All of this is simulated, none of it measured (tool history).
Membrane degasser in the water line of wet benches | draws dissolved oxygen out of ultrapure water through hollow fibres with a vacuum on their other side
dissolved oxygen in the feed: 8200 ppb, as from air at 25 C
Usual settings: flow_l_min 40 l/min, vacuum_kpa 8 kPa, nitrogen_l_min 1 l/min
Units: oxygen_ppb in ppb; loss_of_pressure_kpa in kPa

Run 1, hour 0: usual settings. Result: oxygen_ppb 367.1 ppb, loss_of_pressure_kpa 63.76 kPa.
Run 2, hour 31.3: usual settings but vacuum_kpa 6.24 kPa. Result: oxygen_ppb 239.7 ppb, loss_of_pressure_kpa 63.85 kPa.
Run 3, hour 69.7: usual settings but flow_l_min 61 l/min, vacuum_kpa 6.24 kPa. Result: oxygen_ppb 346.6 ppb, loss_of_pressure_kpa 97.34 kPa.
Run 4, hour 109: usual settings but flow_l_min 44 l/min, vacuum_kpa 6.24 kPa. Result: oxygen_ppb 265.6 ppb, loss_of_pressure_kpa 70.41 kPa.
Run 5, hour 158.6: usual settings but flow_l_min 44 l/min, vacuum_kpa 6.24 kPa. Result: oxygen_ppb 261.8 ppb, loss_of_pressure_kpa 70.08 kPa.
Run 6, hour 191.5: usual settings but flow_l_min 44 l/min, vacuum_kpa 6.24 kPa. Result: oxygen_ppb 262.2 ppb, loss_of_pressure_kpa 70.5 kPa.
Run 7, hour 222.6: usual settings. Result: oxygen_ppb 372.5 ppb, loss_of_pressure_kpa 64.09 kPa.
Run 8, hour 271.6: usual settings. Result: oxygen_ppb 374.9 ppb, loss_of_pressure_kpa 64.04 kPa.
Run 9, hour 321.3: usual settings but flow_l_min 43 l/min, vacuum_kpa 6.84 kPa, nitrogen_l_min 0.75 l/min. Result: oxygen_ppb 385.1 ppb, loss_of_pressure_kpa 68.67 kPa.
Run 10, hour 348.3: usual settings but flow_l_min 43 l/min, vacuum_kpa 6.84 kPa, nitrogen_l_min 0.75 l/min. Result: oxygen_ppb 377.5 ppb, loss_of_pressure_kpa 68.92 kPa.
Run 11, hour 378.3: usual settings but flow_l_min 44 l/min, vacuum_kpa 5.1 kPa, nitrogen_l_min 0.75 l/min. Result: oxygen_ppb 205.7 ppb, loss_of_pressure_kpa 70.71 kPa.
Run 12, hour 416.2: usual settings but flow_l_min 44 l/min, vacuum_kpa 5.1 kPa, nitrogen_l_min 0.75 l/min. Result: oxygen_ppb 203.2 ppb, loss_of_pressure_kpa 70.06 kPa.
Run 13, hour 453.6: usual settings but flow_l_min 44 l/min, vacuum_kpa 8.85 kPa, nitrogen_l_min 2.3 l/min. Result: oxygen_ppb 244.3 ppb, loss_of_pressure_kpa 70.38 kPa.
Run 14, hour 482.3: usual settings but flow_l_min 44 l/min, vacuum_kpa 8.85 kPa, nitrogen_l_min 2.3 l/min. Result: oxygen_ppb 242.9 ppb, loss_of_pressure_kpa 70.35 kPa.

3 ways to go on from here, each from the tool as it stands after run 14. What would each give?
Run A, hour 505.6: usual settings but vacuum_kpa 6.45 kPa, nitrogen_l_min 0.45 l/min. Result: oxygen_ppb ?, loss_of_pressure_kpa ?.
Run B, hour 505.6: usual settings but flow_l_min 44 l/min, vacuum_kpa 5.12 kPa, nitrogen_l_min 2.3 l/min. Result: oxygen_ppb ?, loss_of_pressure_kpa ?.
Run C, hour 505.6: usual settings but flow_l_min 63 l/min, vacuum_kpa 8.85 kPa, nitrogen_l_min 2.3 l/min. Result: oxygen_ppb ?, loss_of_pressure_kpa ?.

run  oxygen_ppb  loss_of_pressure_kpa
  A         447                 63.69
  B        85.7                 70.41
  C       340.8                 100.9
Without the tool's hidden state the same runs would have given:
run  oxygen_ppb  loss_of_pressure_kpa
  A       445.8                 63.68
  B        85.2                  70.4
  C       340.2                100.88
